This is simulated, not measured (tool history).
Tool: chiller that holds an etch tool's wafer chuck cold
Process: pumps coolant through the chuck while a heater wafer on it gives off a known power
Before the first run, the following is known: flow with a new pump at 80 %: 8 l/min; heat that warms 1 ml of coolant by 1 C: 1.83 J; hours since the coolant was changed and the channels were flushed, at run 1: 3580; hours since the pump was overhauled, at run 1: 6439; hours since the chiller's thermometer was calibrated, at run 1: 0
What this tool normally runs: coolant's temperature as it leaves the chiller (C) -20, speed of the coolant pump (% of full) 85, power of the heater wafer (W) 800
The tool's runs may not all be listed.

run    hour  coolant's temperature as it leaves the chiller (C)  speed of the coolant pump (% of full)  power of the heater wafer (W)  hours since the coolant was changed and the channels were flushed  hours since the pump was overhauled  hours since the chiller's thermometer was calibrated  chuck's temperature once it has settled (C)  how much warmer the coolant comes back (C)
  1       0                                                 -20                                     85                            800                                                               3580                                 6439                                                     0                                       -13.57                                        3.31
  2   192.2                                                 -20                                     85                            800                                                               3772                                 6631                                                   192                                       -13.45                                        3.35
  3     372                                                 -20                                     94                            800                                                               3952                                 6811                                                   372                                       -14.24                                        2.91
  4   535.5                                                 -20                                     94                            800                                                               4116                                 6975                                                   536                                       -14.24                                           3
  5   665.9                                                 -20                                     85                            836                                                               4246                                 7105                                                   666                                       -13.24                                        3.44
  6   826.5                                                 -20                                     85                            836                                                               4407                                 7266                                                   826                                       -13.22                                        3.48
  7   906.5                                                 -20                                     85                            836                                                               4487                                 7346                                                   906                                       -13.22                                        3.44
  8  1017.2                                                 -20                                     85                            836                                                               4597                                 7456                                                  1017                                       -13.24                                        3.45
  9  1153.7                                                 -20                                     85                            836                                                               4734                                 7593                                                  1154                                       -13.33                                        3.49
 10  1335.3                                                 -20                                     85                            836                                                               4915                                 7774                                                  1335                                       -13.25                                         3.5
 11  1503.7                                                 -20                                     85                            836                                                               5084                                 7943                                                  1504                                       -13.15                                        3.47
 12    1629                                                 -20                                     85                            836                                                               5209                                 8068                                                  1629                                       -13.19                                        3.51
 13  1760.9                                                 -17                                     85                            800                                                               5341                                 8200                                                  1761                                       -10.49                                        3.37
 14  1890.6                                                 -17                                     85                            800                                                               5471                                 8330                                                  1891                                        -10.6                                        3.41
 15  2073.2                                                 -17                                     85                            800                                                               5653                                 8512                                                  2073                                       -10.49                                        3.42
 16  2248.9                                                 -17                                     85                            800                                                               5829                                 8688                                                  2249                                       -10.48                                        3.45
 17  2385.6                                                 -17                                     85                            800                                                               5966                                 8825                                                  2386                                       -10.59                                        3.44
 18  2480.2                                                 -17                                     85                            800                                                               6060                                 8919                                                  2480                                       -10.56                                        3.36
 19  2639.6                                                 -17                                     85                            800                                                               6220                                 9079                                                  2640                                       -10.49                                         3.4
     2801.3  -- chiller's thermometer calibrated
 20  2805.6                                                 -17                                     88                            455                                                               6385                                 9244                                                     4                                       -13.15                                        1.89
 21  2995.1                                                 -17                                     88                            455                                                               6574                                 9433                                                   194                                       -13.22                                         1.9
 22    3104                                                 -13                                     85                            800                                                               6683                                 9542                                                   303                                        -6.16                                        3.43
 23  3292.3                                                 -24                                     62                            456                                                               6871                                 9730                                                   491                                       -18.59                                        2.81
 24  3418.7                                                 -24                                     62                            456                                                               6998                                 9857                                                   617                                       -18.63                                        2.72
 25  3588.3                                                 -24                                     61                            456                                                               7167                                10026                                                   787                                       -18.55                                        2.85
 26  3685.1                                                 -23                                     76                            531                                                               7264                                10123                                                   884                                       -17.88                                        2.55
 27    3803                                                 -23                                     76                            531                                                               7382                                10241                                                  1002                                       -17.98                                        2.56
 28  3883.3                                                 -23                                     76                            531                                                               7462                                10321                                                  1082                                       -17.96                                        2.59
 29  3972.5                                                 -23                                     76                            531                                                               7552                                10411                                                  1171                                       -17.98                                        2.56
 30  4153.6                                                 -20                                     85                            901                                                               7733                                10592                                                  1352                                       -12.38                                        3.88
 31  4277.9                                                 -27                                     86                            453                                                               7857                                10716                                                  1477                                       -23.21                                        1.94

What if the next run were any one of these 4? Each begins from the tool's condition after run 31:
  A  4450.1                                                 -27                                     79                            453                                                               8029                                10888                                                  1649                                            ?                                           ?
  B  4450.1                                                 -13                                     92                            523                                                               8029                                10888                                                  1649                                            ?                                           ?
  C  4450.1                                                 -28                                     85                            800                                                               8029                                10888                                                  1649                                            ?                                           ?
  D  4450.1                                                 -10                                     98                           1001                                                               8029                                10888                                                  1649                                            ?                                           ?

run  chuck's temperature once it has settled (C)  how much warmer the coolant comes back (C)
  A                                       -23.05                                        2.16
  B                                        -8.97                                        2.13
  C                                       -21.13                                        3.48
  D                                        -2.52                                        3.68
The same runs, with their run-to-run variation unchanged, on a tool lacking any hidden condition would have given:
run  chuck's temperature once it has settled (C)  how much warmer the coolant comes back (C)
  A                                       -23.64                                        1.92
  B                                        -9.55                                        1.88
  C                                       -22.27                                        3.07
  D                                        -3.77                                        3.24

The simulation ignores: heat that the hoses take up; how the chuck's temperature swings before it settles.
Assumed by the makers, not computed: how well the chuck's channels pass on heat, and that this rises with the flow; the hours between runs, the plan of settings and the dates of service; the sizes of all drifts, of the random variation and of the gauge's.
